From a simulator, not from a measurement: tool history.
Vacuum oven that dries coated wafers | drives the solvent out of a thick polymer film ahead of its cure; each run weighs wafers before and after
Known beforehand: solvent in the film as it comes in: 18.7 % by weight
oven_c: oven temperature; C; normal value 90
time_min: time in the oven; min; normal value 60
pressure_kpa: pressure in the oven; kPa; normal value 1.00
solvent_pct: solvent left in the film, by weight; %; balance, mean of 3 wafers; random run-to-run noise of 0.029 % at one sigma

| run | hour | oven_c | time_min | pressure_kpa | solvent_pct |
|---|---|---|---|---|---|
| 1 | 0.0 | 90 | 60 | 1.00 | 1.84 |
| 2 | 81.4 | 90 | 60 | 1.00 | 1.85 |
| 3 | 127.6 | 90 | 60 | 1.00 | 1.87 |
| 4 | 190.9 | 101 | 60 | 1.00 | 0.57 |
| 5 | 238.1 | 90 | 60 | 3.69 | 3.21 |
| 6 | 314.5 | 94 | 60 | 1.00 | 1.27 |
| 7 | 386.0 | 94 | 60 | 1.00 | 1.26 |
| 8 | 438.6 | 94 | 60 | 1.00 | 1.27 |
| 9 | 498.9 | 94 | 60 | 1.00 | 1.28 |
| 10 | 563.7 | 90 | 60 | 1.61 | 2.36 |
|  | 601.5 | vacuum gauge cleaned of residue and calibrated |
| 11 | 619.5 | 90 | 60 | 1.00 | 2.10 |
| 12 | 664.2 | 90 | 94 | 1.00 | 1.25 |
| 13 | 705.3 | 90 | 94 | 1.00 | 1.25 |
| 14 | 756.9 | 90 | 94 | 1.00 | 1.22 |
| 15 | 834.6 | 90 | 60 | 1.00 | 2.15 |
| 16 | 892.5 | 90 | 60 | 1.00 | 2.23 |
|  | 945.9 | vacuum gauge cleaned of residue and calibrated, once more |
| 17 | 954.6 | 90 | 60 | 1.00 | 1.80 |
| 18 | 989.3 | 78 | 60 | 1.00 | 5.80 |
| 19 | 1059.6 | 96 | 49 | 0.67 | 1.10 |
| 20 | 1131.7 | 85 | 30 | 3.32 | 7.78 |
|  | 1195.2 | oven's thermocouples calibrated |
| 21 | 1196.6 | 95 | 107 | 3.32 | 1.57 |
| 22 | 1261.4 | 95 | 107 | 3.32 | 1.49 |
| 23 | 1318.4 | 95 | 70 | 3.32 | 1.69 |
| 24 | 1392.4 | 95 | 70 | 3.32 | 1.73 |
| 25 | 1465.7 | 95 | 70 | 3.32 | 1.79 |
| 26 | 1543.3 | 96 | 60 | 1.00 | 0.83 |
| 27 | 1604.0 | 96 | 60 | 1.00 | 0.89 |
| 28 | 1659.9 | 96 | 60 | 1.00 | 0.92 |
| 29 | 1730.5 | 96 | 60 | 1.00 | 0.89 |
| 30 | 1809.8 | 95 | 73 | 1.03 | 0.82 |
| 31 | 1850.3 | 95 | 73 | 1.03 | 0.85 |
| 32 | 1932.4 | 95 | 93 | 0.75 | 0.55 |
| 33 | 2006.6 | 95 | 93 | 0.75 | 0.54 |

Forecast each of these 4 alternatives for the next run:
| A | 2057.6 | 81 | 48 | 1.37 | ? |
| B | 2057.6 | 92 | 68 | 0.75 | ? |
| C | 2057.6 | 104 | 42 | 0.75 | ? |
| D | 2057.6 | 90 | 48 | 1.00 | ? |

| run | solvent_pct |
|---|---|
| A | 6.35 |
| B | 1.22 |
| C | 0.59 |
| D | 2.88 |
Without the tool's unlogged condition, the same runs would have read:
| run | solvent_pct |
|---|---|
| A | 5.65 |
| B | 0.88 |
| C | 0.40 |
| D | 2.35 |
